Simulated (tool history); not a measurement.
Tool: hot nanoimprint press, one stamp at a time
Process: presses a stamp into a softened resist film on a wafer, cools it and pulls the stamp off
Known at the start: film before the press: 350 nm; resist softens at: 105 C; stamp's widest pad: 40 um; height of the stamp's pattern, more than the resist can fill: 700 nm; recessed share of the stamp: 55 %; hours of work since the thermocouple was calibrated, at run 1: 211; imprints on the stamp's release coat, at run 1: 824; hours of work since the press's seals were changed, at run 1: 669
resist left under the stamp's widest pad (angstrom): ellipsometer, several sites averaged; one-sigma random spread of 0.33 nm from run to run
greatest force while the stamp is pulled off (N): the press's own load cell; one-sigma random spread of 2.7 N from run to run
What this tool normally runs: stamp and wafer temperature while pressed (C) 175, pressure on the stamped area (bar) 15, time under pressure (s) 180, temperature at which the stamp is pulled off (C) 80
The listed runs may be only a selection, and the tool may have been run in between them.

run	hour	stamp and wafer temperature while pressed (C)	pressure on the stamped area (bar)	time under pressure (s)	temperature at which the stamp is pulled off (C)	hours of work since the thermocouple was calibrated	imprints on the stamp's release coat	hours of work since the press's seals were changed	resist left under the stamp's widest pad (angstrom)	greatest force while the stamp is pulled off (N)
1	0	175	15	180	80	211	824	669	1307	230
2	20.3	175	15	180	80	222	889	680	1303	229
3	44.7	175	15	180	80	236	968	694	1305	232
# hour 62: stamp cleaned and given a new release coat
4	80.9	175	15	180	80	253	60	711	1302	225
# hour 112.2: plate thermocouple calibrated
5	117.8	175	15	226	80	3	169	731	1185	227
6	142.1	175	15	226	80	17	247	744	1180	230
7	167.8	175	13.8	226	80	32	330	759	1222	227
8	183.5	175	15	180	80	41	380	768	1303	229
9	200.5	175	15	180	80	50	434	778	1304	229
10	230	175	15	180	80	67	529	794	1307	228
11	248.9	175	15	180	80	78	590	805	1303	229
12	275	180	15	180	80	93	673	820	1080	223
13	306.5	180	15	180	80	110	774	838	1082	236
14	337	179	17.7	117	69	128	872	855	1260	277
15	373	179	17.7	217	69	148	988	876	952	275
# hour 382.1: stamp cleaned and given a new release coat
16	411.9	179	17.7	217	69	167	95	894	955	275
17	437.9	175	19.7	193	66	182	179	909	1113	288
18	471.3	180	18.1	198	72	201	286	928	945	263
19	487.3	180	18.1	198	72	210	337	937	949	263
20	503	180	9	148	80	219	387	946	1472	225
21	518.3	186	23.5	294	87	227	436	955	548	200
22	534.7	186	23.5	294	87	237	489	964	552	201
23	567.1	186	23.5	294	87	255	593	982	551	207
24	583.1	164	11.2	285	67	264	644	992	1855	283
# hour 594.3: plate thermocouple calibrated
25	607.1	164	11.2	285	67	7	712	1003	1855	280

Predict each of these 3 candidate next runs independently; none follows another, all start after run 25:
A	635.6	164	9.3	285	67	23	803	1020	?	?
B	635.6	164	21.2	285	80	23	803	1020	?	?
C	635.6	175	15.1	180	80	23	803	1020	?	?

run	resist left under the stamp's widest pad (angstrom)	greatest force while the stamp is pulled off (N)
A	1986	276
B	1444	231
C	1301	227
The same runs, with their run-to-run variation unchanged, on a tool lacking any hidden condition would have given:
run	resist left under the stamp's widest pad (angstrom)	greatest force while the stamp is pulled off (N)
A	1986	275
B	1444	230
C	1301	226
